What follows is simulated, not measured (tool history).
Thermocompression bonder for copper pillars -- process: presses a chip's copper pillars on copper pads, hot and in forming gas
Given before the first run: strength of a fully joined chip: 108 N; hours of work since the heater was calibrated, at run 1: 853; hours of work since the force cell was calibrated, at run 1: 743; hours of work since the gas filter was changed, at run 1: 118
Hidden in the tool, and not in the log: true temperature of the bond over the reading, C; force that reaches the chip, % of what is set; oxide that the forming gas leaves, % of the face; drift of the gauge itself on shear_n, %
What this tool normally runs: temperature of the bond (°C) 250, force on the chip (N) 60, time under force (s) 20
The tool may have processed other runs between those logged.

run,hour,temperature of the bond (°C),force on the chip (N),time under force (s),hours of work since the heater was calibrated,hours of work since the force cell was calibrated,hours of work since the gas filter was changed,force that shears a chip off (N)
1,0.0,250,60,20,853,743,118,60.5
2,22.2,250,60,20,865,756,130,62.1
3,58.9,250,87,20,885,776,150,80.7
# hour 79.2: forming gas filter changed
4,87.8,250,87,20,901,791,5,80.2
5,120.8,250,60,20,919,809,23,62.3
6,152.4,250,60,20,936,826,40,62.5
7,172.9,250,60,20,947,837,51,62.1
8,188.2,250,60,29,955,846,59,68.4
9,203.4,250,60,29,963,854,68,69.7
10,237.0,250,60,29,982,872,86,68.7
11,257.8,250,60,20,993,883,97,61.8
12,282.0,250,50,20,1006,897,110,52.0
13,313.3,250,50,20,1023,914,127,52.3
# hour 318.7: heater calibrated with a thermocouple chip
14,346.9,250,60,55,15,931,145,81.9
15,372.2,250,60,55,29,945,158,81.2
# hour 378.0: forming gas filter changed
16,405.8,250,60,20,47,963,15,63.0
17,436.2,250,60,20,64,979,32,62.2
18,468.1,250,60,20,81,996,49,63.2
19,493.6,250,60,20,95,1010,63,62.9
20,509.6,250,56,20,104,1019,72,57.9
21,524.7,250,56,20,112,1027,80,60.4
22,545.9,277,52,20,123,1039,91,71.6
23,569.9,277,41,16,136,1052,104,54.9
24,603.6,225,52,47,155,1070,123,56.0
25,627.0,262,42,52,167,1083,135,71.1
26,651.8,249,60,20,181,1096,149,60.5
# hour 675.4: forming gas filter changed
27,675.4,249,60,20,194,1109,0,61.2
28,703.4,221,62,42,209,1124,15,60.7
29,736.4,278,87,23,227,1142,33,97.4
30,756.4,243,42,51,238,1153,44,57.7
31,777.9,222,42,51,249,1165,56,44.9
32,814.3,250,86,54,269,1185,76,96.5
33,849.1,250,86,54,288,1203,94,95.3
34,868.5,267,87,16,299,1214,105,87.4
35,896.6,256,87,40,314,1229,120,95.3
36,923.9,261,85,53,329,1244,135,98.7
37,955.1,261,69,34,346,1261,152,86.7
# hour 971.9: forming gas filter changed
38,981.0,270,60,21,360,1275,5,76.2
39,1004.0,270,44,21,372,1287,17,59.7
40,1035.9,270,44,21,389,1305,35,61.0
41,1069.9,270,66,21,408,1323,53,78.4

Below are 3 alternative next runs, each starting from the tool's condition after run 41. Predict each:
A,1098.8,270,90,14,424,1339,69,?
B,1098.8,252,68,59,424,1339,69,?
C,1098.8,250,68,31,424,1339,69,?

run,force that shears a chip off (N)
A,89.4
B,90.8
C,74.5
With no hidden state in the tool, these same runs would have given:
run,force that shears a chip off (N)
A,89.6
B,91.1
C,74.8
